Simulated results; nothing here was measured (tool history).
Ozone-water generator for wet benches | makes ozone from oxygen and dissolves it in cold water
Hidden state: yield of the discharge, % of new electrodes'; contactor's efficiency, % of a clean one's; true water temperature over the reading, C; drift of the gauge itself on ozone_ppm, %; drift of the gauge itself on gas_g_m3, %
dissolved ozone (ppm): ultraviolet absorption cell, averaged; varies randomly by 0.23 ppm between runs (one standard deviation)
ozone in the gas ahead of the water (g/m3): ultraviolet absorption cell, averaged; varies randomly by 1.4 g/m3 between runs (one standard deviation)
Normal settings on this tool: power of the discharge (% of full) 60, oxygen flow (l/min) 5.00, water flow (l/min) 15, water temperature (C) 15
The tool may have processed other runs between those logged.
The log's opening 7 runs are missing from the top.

| run | hour | power of the discharge (% of full) | oxygen flow (l/min) | water flow (l/min) | water temperature (C) | hours of work since the electrodes were changed | hours of work since the contactor was cleaned | hours of work since the thermometer was calibrated | dissolved ozone (ppm) | ozone in the gas ahead of the water (g/m3) |
|---|---|---|---|---|---|---|---|---|---|---|
| 8 | 253.9 | 60 | 5.00 | 15 | 15 | 860 | 6426 | 2323 | 35.4 | 249.1 |
| 9 | 287.6 | 60 | 5.00 | 15 | 15 | 886 | 6453 | 2350 | 35.1 | 250.7 |
| 10 | 307.7 | 60 | 5.00 | 15 | 15 | 902 | 6469 | 2366 | 35.6 | 248.8 |
| 11 | 340.1 | 60 | 5.00 | 10 | 15 | 928 | 6495 | 2392 | 46.3 | 252.5 |
| 12 | 384.5 | 60 | 5.00 | 18 | 15 | 963 | 6530 | 2427 | 30.9 | 250.6 |
| 13 | 410.5 | 60 | 4.33 | 15 | 15 | 984 | 6550 | 2447 | 35.4 | 271.5 |
| 14 | 435.8 | 77 | 5.00 | 15 | 15 | 1004 | 6571 | 2467 | 41.0 | 287.5 |
| 15 | 470.8 | 60 | 5.00 | 15 | 15 | 1032 | 6598 | 2495 | 34.8 | 250.8 |
| 16 | 492.6 | 60 | 5.00 | 15 | 15 | 1049 | 6616 | 2513 | 35.8 | 249.8 |
| 17 | 513.9 | 60 | 5.00 | 15 | 15 | 1066 | 6632 | 2529 | 35.2 | 248.7 |
| 18 | 547.9 | 60 | 5.00 | 15 | 14 | 1093 | 6659 | 2556 | 35.7 | 249.7 |
| 19 | 592.6 | 60 | 5.00 | 15 | 14 | 1128 | 6695 | 2592 | 36.0 | 248.0 |
|  | 606.8 | contactor cleaned |
| 20 | 638.4 | 60 | 5.00 | 15 | 14 | 1162 | 25 | 2625 | 36.1 | 246.5 |
| 21 | 665.7 | 60 | 5.00 | 15 | 14 | 1183 | 47 | 2647 | 36.0 | 246.3 |
| 22 | 694.9 | 60 | 5.00 | 15 | 14 | 1206 | 70 | 2670 | 36.1 | 249.1 |
| 23 | 729.9 | 60 | 4.23 | 15 | 15 | 1234 | 98 | 2698 | 35.9 | 273.9 |
| 24 | 768.8 | 55 | 3.99 | 15 | 15 | 1265 | 128 | 2728 | 34.1 | 271.3 |
| 25 | 810.5 | 55 | 3.99 | 15 | 15 | 1298 | 162 | 2762 | 34.2 | 268.9 |
| 26 | 849.0 | 55 | 3.99 | 9 | 13 | 1329 | 192 | 2792 | 51.7 | 267.5 |
| 27 | 868.5 | 86 | 5.00 | 13 | 15 | 1344 | 208 | 2808 | 48.5 | 299.5 |
| 28 | 892.9 | 67 | 2.71 | 15 | 15 | 1363 | 227 | 2827 | 38.1 | 384.9 |
| 29 | 915.8 | 60 | 5.18 | 15 | 15 | 1382 | 245 | 2845 | 35.3 | 240.2 |
| 30 | 949.4 | 68 | 5.00 | 15 | 18 | 1408 | 272 | 2872 | 36.5 | 263.0 |
| 31 | 984.0 | 68 | 5.00 | 15 | 18 | 1436 | 299 | 2899 | 36.5 | 263.3 |
| 32 | 1010.6 | 59 | 2.80 | 14 | 18 | 1457 | 320 | 2920 | 36.4 | 349.3 |

Below are 5 alternative next runs, each starting from the tool's condition after run 32. Predict each:
| A | 1038.4 | 80 | 5.00 | 9 | 20 | 1479 | 342 | 2942 | ? | ? |
| B | 1038.4 | 60 | 7.93 | 15 | 15 | 1479 | 342 | 2942 | ? | ? |
| C | 1038.4 | 62 | 3.02 | 11 | 15 | 1479 | 342 | 2942 | ? | ? |
| D | 1038.4 | 64 | 2.80 | 14 | 8 | 1479 | 342 | 2942 | ? | ? |
| E | 1038.4 | 46 | 7.16 | 14 | 11 | 1479 | 342 | 2942 | ? | ? |

| run | dissolved ozone (ppm) | ozone in the gas ahead of the water (g/m3) |
|---|---|---|
| A | 52.5 | 289.7 |
| B | 32.8 | 184.0 |
| C | 47.3 | 339.4 |
| D | 43.2 | 361.2 |
| E | 32.5 | 170.2 |
What these runs would have given with no unlogged condition in the tool:
| run | dissolved ozone (ppm) | ozone in the gas ahead of the water (g/m3) |
|---|---|---|
| A | 52.6 | 297.6 |
| B | 32.8 | 189.1 |
| C | 47.3 | 348.6 |
| D | 43.2 | 371.0 |
| E | 32.5 | 174.9 |

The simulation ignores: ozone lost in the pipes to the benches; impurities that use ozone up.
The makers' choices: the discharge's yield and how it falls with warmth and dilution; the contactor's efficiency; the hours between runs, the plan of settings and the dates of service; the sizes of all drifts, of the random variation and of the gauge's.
